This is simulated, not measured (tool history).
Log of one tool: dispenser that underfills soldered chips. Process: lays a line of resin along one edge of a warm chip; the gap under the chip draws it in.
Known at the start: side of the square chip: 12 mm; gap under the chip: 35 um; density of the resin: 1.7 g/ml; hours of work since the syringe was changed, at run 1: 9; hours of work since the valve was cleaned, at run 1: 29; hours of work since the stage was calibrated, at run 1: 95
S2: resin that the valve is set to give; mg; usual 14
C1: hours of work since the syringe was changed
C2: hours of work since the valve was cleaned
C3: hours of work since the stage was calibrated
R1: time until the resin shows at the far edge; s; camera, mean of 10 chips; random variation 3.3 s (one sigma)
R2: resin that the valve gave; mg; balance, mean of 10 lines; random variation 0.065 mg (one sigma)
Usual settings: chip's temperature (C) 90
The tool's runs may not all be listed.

Run 1, hour 0: usual settings; C1 9; C2 29; C3 95. Result: R1 485.5 s, R2 13.66 mg.
At hour 3.5: new syringe of resin.
Run 2, hour 4.7: usual settings; C1 1; C2 32; C3 98. Result: R1 324.8 s, R2 13.7 mg.
Run 3, hour 11.7: usual settings; C1 5; C2 36; C3 103. Result: R1 400.7 s, R2 13.72 mg.
Run 4, hour 18.5: usual settings; C1 10; C2 41; C3 107. Result: R1 490.5 s, R2 13.66 mg.
At hour 20.8: new syringe of resin.
Run 5, hour 26.8: usual settings; C1 4; C2 46; C3 112. Result: R1 389.3 s, R2 13.35 mg.
Run 6, hour 35.8: usual settings; C1 10; C2 52; C3 118. Result: R1 486.4 s, R2 13.24 mg.
At hour 38.3: new syringe of resin.
At hour 44.2: dispensing valve cleaned and set on the balance.
Run 7, hour 46.1: usual settings but chip's temperature (C) 91; C1 4; C2 1; C3 124. Result: R1 378.7 s, R2 13.98 mg.
Run 8, hour 51.7: usual settings but S2 17.6 mg; C1 8; C2 5; C3 128. Result: R1 459.5 s, R2 17.43 mg.
At hour 56.9: new syringe of resin.
Run 9, hour 56.9: usual settings but S2 17.6 mg; C1 0; C2 8; C3 131. Result: R1 308.9 s, R2 17.38 mg.
Run 10, hour 60.9: usual settings but S2 15.7 mg; C1 3; C2 11; C3 134. Result: R1 347.1 s, R2 15.59 mg.
Run 11, hour 65.6: usual settings but S2 17.8 mg; C1 6; C2 14; C3 137. Result: R1 394.7 s, R2 17.53 mg.
At hour 74.6: new syringe of resin.
Run 12, hour 75.3: usual settings but chip's temperature (C) 78, S2 15.2 mg; C1 1; C2 20; C3 143. Result: R1 476.6 s, R2 14.99 mg.
Run 13, hour 79.3: usual settings but chip's temperature (C) 81, S2 12.6 mg; C1 3; C2 23; C3 145. Result: R1 486.9 s, R2 12.34 mg.
Run 14, hour 88.4: usual settings but chip's temperature (C) 82, S2 12.9 mg; C1 9; C2 28; C3 151. Result: R1 609 s, R2 12.68 mg.
At hour 92.1: new syringe of resin.
Run 15, hour 93.7: usual settings but chip's temperature (C) 79, S2 15.1 mg; C1 1; C2 32; C3 155. Result: R1 464.9 s, R2 14.53 mg.
Run 16, hour 99.6: usual settings but chip's temperature (C) 81, S2 15.5 mg; C1 5; C2 36; C3 158. Result: R1 513.7 s, R2 14.98 mg.
Run 17, hour 105: usual settings but chip's temperature (C) 101, S2 15 mg; C1 8; C2 39; C3 162. Result: R1 327.7 s, R2 14.58 mg.
At hour 109.7: new syringe of resin.
Run 18, hour 110.6: usual settings but chip's temperature (C) 101, S2 15 mg; C1 1; C2 43; C3 165. Result: R1 233.1 s, R2 14.51 mg.
Run 19, hour 118: usual settings but chip's temperature (C) 84, S2 15.4 mg; C1 5; C2 47; C3 170. Result: R1 468.8 s, R2 14.77 mg.

Measured less the same run without the tool's hidden state. The same run-to-run variation is in both; the gauge's scatter may not be:
The hidden state here: resin's viscosity, % of fresh resin's; dose that the valve gives, % of what is set; true chip temperature over the reading, C; drift of the gauge itself on fill_s, %; drift of the gauge itself on given_mg, %.
run      R1     R2
  1  +157.9  -0.35
  2    +5.4  -0.39
  3   +76.4  -0.44
  4  +161.3   -0.5
  5   +56.2  -0.55
  6  +162.4  -0.62
  7   +62.1  -0.01
  8  +130.9  -0.07
  9   -10.2  -0.12
 10   +26.7  -0.14
 11   +75.3  -0.21
 12    +1.3  -0.25
 13   +52.8  -0.24
 14  +187.5  -0.31
 15    +8.8  -0.39
 16     +86  -0.46
 17   +93.2  -0.49
 18    -0.5  -0.53
 19   +84.6  -0.61
